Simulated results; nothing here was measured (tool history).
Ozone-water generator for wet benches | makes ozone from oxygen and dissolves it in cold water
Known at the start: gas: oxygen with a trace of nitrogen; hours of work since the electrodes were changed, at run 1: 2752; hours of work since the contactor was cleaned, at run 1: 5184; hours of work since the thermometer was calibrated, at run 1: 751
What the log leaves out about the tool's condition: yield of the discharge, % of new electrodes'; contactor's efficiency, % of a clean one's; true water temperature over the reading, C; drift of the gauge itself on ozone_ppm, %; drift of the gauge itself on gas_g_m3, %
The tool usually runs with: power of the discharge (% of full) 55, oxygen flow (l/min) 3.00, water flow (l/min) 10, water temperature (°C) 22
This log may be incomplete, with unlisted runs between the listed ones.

| run | hour | power of the discharge (% of full) | oxygen flow (l/min) | water flow (l/min) | water temperature (°C) | hours of work since the electrodes were changed | hours of work since the contactor was cleaned | hours of work since the thermometer was calibrated | dissolved ozone (ppm) | ozone in the gas ahead of the water (g/m3) |
|---|---|---|---|---|---|---|---|---|---|---|
| 1 | 0.0 | 55 | 3.00 | 10 | 22 | 2752 | 5184 | 751 | 16.2 | 182.2 |
| 2 | 57.6 | 55 | 3.00 | 10 | 22 | 2800 | 5231 | 798 | 16.0 | 180.1 |
| 3 | 122.4 | 55 | 3.00 | 10 | 22 | 2854 | 5285 | 852 | 16.2 | 181.1 |
| 4 | 163.4 | 55 | 3.00 | 10 | 22 | 2888 | 5319 | 886 | 16.0 | 178.9 |
| 5 | 257.1 | 55 | 3.00 | 10 | 22 | 2966 | 5397 | 964 | 16.0 | 180.4 |
| 6 | 339.8 | 55 | 3.00 | 10 | 22 | 3035 | 5466 | 1033 | 16.1 | 180.2 |
| 7 | 393.0 | 75 | 3.00 | 10 | 22 | 3079 | 5510 | 1077 | 20.4 | 227.8 |
| 8 | 446.3 | 75 | 3.00 | 10 | 22 | 3123 | 5555 | 1122 | 20.7 | 228.5 |
| 9 | 511.1 | 75 | 3.00 | 10 | 22 | 3177 | 5608 | 1175 | 20.3 | 228.6 |
| 10 | 596.1 | 55 | 3.00 | 10 | 22 | 3248 | 5679 | 1246 | 16.0 | 179.8 |
| 11 | 674.6 | 55 | 3.00 | 10 | 22 | 3313 | 5744 | 1311 | 16.2 | 177.9 |
| 12 | 718.5 | 55 | 3.00 | 10 | 22 | 3350 | 5781 | 1348 | 15.8 | 179.3 |
| 13 | 794.8 | 64 | 3.12 | 10 | 22 | 3413 | 5844 | 1411 | 17.8 | 196.8 |
| 14 | 836.5 | 77 | 3.12 | 10 | 15 | 3448 | 5879 | 1446 | 23.3 | 228.6 |
| 15 | 919.0 | 55 | 1.61 | 10 | 22 | 3516 | 5947 | 1514 | 14.9 | 233.9 |
| 16 | 995.2 | 40 | 1.61 | 13 | 23 | 3579 | 6011 | 1578 | 8.3 | 183.0 |

Predict the results of run 17:
| 17 | 1047.5 | 45 | 1.61 | 6 | 19 | 3623 | 6054 | 1621 | ? | ? |

{"run 17": {"dissolved ozone (ppm)": 21.8, "ozone in the gas ahead of the water (g/m3)": 199.8}}
Minus the tool's unlogged condition, the same run would have read dissolved ozone (ppm) 23.8, ozone in the gas ahead of the water (g/m3) 205.2.
